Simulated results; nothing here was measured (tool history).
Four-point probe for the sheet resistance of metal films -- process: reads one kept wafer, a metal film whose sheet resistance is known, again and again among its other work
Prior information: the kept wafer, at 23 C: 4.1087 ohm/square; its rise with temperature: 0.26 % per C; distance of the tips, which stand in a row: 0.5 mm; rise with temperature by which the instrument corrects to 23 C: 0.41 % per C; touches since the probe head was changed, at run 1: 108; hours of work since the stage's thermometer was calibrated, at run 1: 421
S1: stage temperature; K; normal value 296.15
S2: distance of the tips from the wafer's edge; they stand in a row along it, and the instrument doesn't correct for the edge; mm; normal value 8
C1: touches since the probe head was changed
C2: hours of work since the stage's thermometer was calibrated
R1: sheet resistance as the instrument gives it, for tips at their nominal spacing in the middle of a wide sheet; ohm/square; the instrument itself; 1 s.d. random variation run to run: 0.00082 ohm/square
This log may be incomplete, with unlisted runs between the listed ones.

| run | hour | S1 | S2 | C1 | C2 | R1 |
|---|---|---|---|---|---|---|
| 1 | 0.0 | 296.15 | 8 | 108 | 421 | 4.113746 |
| 2 | 15.5 | 296.15 | 11 | 988 | 433 | 4.110339 |
| 3 | 31.3 | 296.15 | 8 | 1877 | 444 | 4.115263 |
| 4 | 40.6 | 296.15 | 8 | 2404 | 451 | 4.114558 |
| 5 | 55.9 | 296.15 | 11 | 3272 | 463 | 4.109743 |
| 6 | 72.3 | 296.15 | 11 | 4200 | 475 | 4.110794 |
| 7 | 82.6 | 291.15 | 5 | 4783 | 483 | 4.159911 |
| 8 | 98.4 | 294.15 | 13 | 5677 | 494 | 4.122331 |
| 9 | 106.3 | 302.15 | 7 | 6125 | 500 | 4.078905 |
| 10 | 120.6 | 302.15 | 17 | 6933 | 511 | 4.070451 |
| 11 | 132.7 | 302.15 | 17 | 7615 | 520 | 4.070851 |
| 12 | 144.4 | 292.15 | 3 | 8280 | 529 | 4.193944 |

Some steps in R1 between neighbouring runs. How much of each would the tool show without its hidden state too (settings, what came in, random variation), and how much is left for the hidden state, with any gauge scatter that isn't in both results?
The tool's hidden condition here consists of: inner tips' distance over the nominal, %; tips' flats over new ones', %; wafer's true temperature over the reading, C; drift of the gauge itself on sheet_ohm, %.
Run 5 -> 6: no setting touched and nothing written in the log between the runs. R1 +0.001051 ohm/square: hidden state +0.000303, all else +0.000748.
Run 11 -> 12: S1 302.15 -> 292.15, S2 17 -> 3. R1 +0.123093 ohm/square: hidden state +0.000111, all else +0.122982.
